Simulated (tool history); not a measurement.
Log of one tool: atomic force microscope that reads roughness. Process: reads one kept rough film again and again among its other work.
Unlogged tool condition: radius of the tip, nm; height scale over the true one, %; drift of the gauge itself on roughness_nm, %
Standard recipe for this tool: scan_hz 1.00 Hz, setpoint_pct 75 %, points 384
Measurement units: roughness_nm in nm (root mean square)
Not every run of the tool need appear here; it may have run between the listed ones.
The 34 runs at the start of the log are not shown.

run	hour	scan_hz	setpoint_pct	points	pictures with this tip	hours of work since the height scale was calibrated	roughness_nm
# hour 747.1: new tip fitted
35	755.4	2.27	79	384	14	870	2.592
36	783.1	1.26	83	296	61	886	2.682
37	802.8	1.00	59	296	95	897	2.872
38	824.1	1.83	60	296	131	909	2.795
39	850.6	1.83	60	296	177	924	2.824
# hour 856.3: new tip fitted
40	876.1	0.76	60	296	34	938	2.880
41	904.7	0.76	60	296	83	954	2.849
42	933.3	1.00	56	340	132	971	2.881
43	961.1	1.00	56	340	179	986	2.869
# hour 967.4: new tip fitted
44	978.4	1.00	69	380	19	996	2.831
45	991.2	3.99	75	384	40	1003	2.483
46	1005.8	1.00	75	749	65	1011	2.822
47	1034.6	1.00	75	749	114	1028	2.823
48	1051.4	2.29	75	384	143	1037	2.653
49	1066.1	1.91	75	499	168	1046	2.686
# hour 1076.4: new tip fitted
50	1096.2	0.72	74	508	34	1063	2.854
51	1119.1	1.00	82	450	73	1076	2.736
52	1134.5	1.00	82	450	99	1084	2.757
53	1155.7	1.00	82	450	135	1096	2.740

Predict each of these 3 candidate next runs independently; none follows another, all start after run 53:
A	1175.4	1.00	79	450	169	1107	?
B	1175.4	3.23	75	294	169	1107	?
C	1175.4	1.28	67	384	169	1107	?

run	roughness_nm
A	2.771
B	2.533
C	2.826
Stripped of hidden state, with their random variation kept, the same runs would have yielded:
run	roughness_nm
A	2.779
B	2.540
C	2.834
